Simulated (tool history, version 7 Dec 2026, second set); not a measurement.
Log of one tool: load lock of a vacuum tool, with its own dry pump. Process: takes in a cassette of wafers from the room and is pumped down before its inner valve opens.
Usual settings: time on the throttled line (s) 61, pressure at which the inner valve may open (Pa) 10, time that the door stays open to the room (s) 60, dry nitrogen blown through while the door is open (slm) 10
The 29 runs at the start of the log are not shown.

| run | hour | time on the throttled line (s) | pressure at which the inner valve may open (Pa) | time that the door stays open to the room (s) | dry nitrogen blown through while the door is open (slm) | hours that the pump has run since its overhaul | times that the door has closed on its seal | incoming humidity of the room's air, % | time from the closed door until the inner valve may open (s) | rise of the pressure with all valves shut (Pa/min) |
|---|---|---|---|---|---|---|---|---|---|---|
| 30 | 5979.6 | 61 | 10 | 60 | 33 | 2119 | 30051 | 43.4 | 84.4 | 0.213 |
| 31 | 6254.8 | 61 | 15 | 60 | 31 | 2394 | 31377 | 46.1 | 83.1 | 0.229 |
| 32 | 6374.5 | 55 | 9 | 146 | 31 | 2513 | 31954 | 47.3 | 79.5 | 0.247 |
| 33 | 6614.2 | 61 | 10 | 150 | 9 | 2753 | 33109 | 42.6 | 84 | 0.295 |
| 34 | 6823.6 | 76 | 15 | 55 | 33 | 2963 | 34118 | 47.9 | 96.1 | 0.247 |
| 35 | 7034.7 | 76 | 15 | 55 | 33 | 3174 | 35136 | 46.9 | 95.3 | 0.26 |
| 36 | 7267.4 | 61 | 16 | 42 | 10 | 3406 | 36258 | 48 | 83 | 0.293 |
| 37 | 7485 | 114 | 16 | 44 | 16 | 3624 | 37306 | 43 | 128.9 | 0.294 |
| 38 | 7693.2 | 114 | 16 | 44 | 16 | 3832 | 38310 | 45.1 | 128.9 | 0.308 |

Here are 3 independent what-if runs from the current tool condition. What would each one return?
| A | 7868.2 | 114 | 9 | 93 | 16 | 4007 | 39153 | 42.7 | ? | ? |
| B | 7868.2 | 113 | 17 | 55 | 10 | 4007 | 39153 | 42.7 | ? | ? |
| C | 7868.2 | 114 | 12 | 180 | 7 | 4007 | 39153 | 44.7 | ? | ? |

| run | time from the closed door until the inner valve may open (s) | rise of the pressure with all valves shut (Pa/min) |
|---|---|---|
| A | 131.6 | 0.33 |
| B | 127.9 | 0.321 |
| C | 129.7 | 0.375 |
With the hidden condition removed and each run's random variation left untouched, the same runs would have given:
| run | time from the closed door until the inner valve may open (s) | rise of the pressure with all valves shut (Pa/min) |
|---|---|---|
| A | 130.9 | 0.051 |
| B | 127.2 | 0.042 |
| C | 129.1 | 0.095 |

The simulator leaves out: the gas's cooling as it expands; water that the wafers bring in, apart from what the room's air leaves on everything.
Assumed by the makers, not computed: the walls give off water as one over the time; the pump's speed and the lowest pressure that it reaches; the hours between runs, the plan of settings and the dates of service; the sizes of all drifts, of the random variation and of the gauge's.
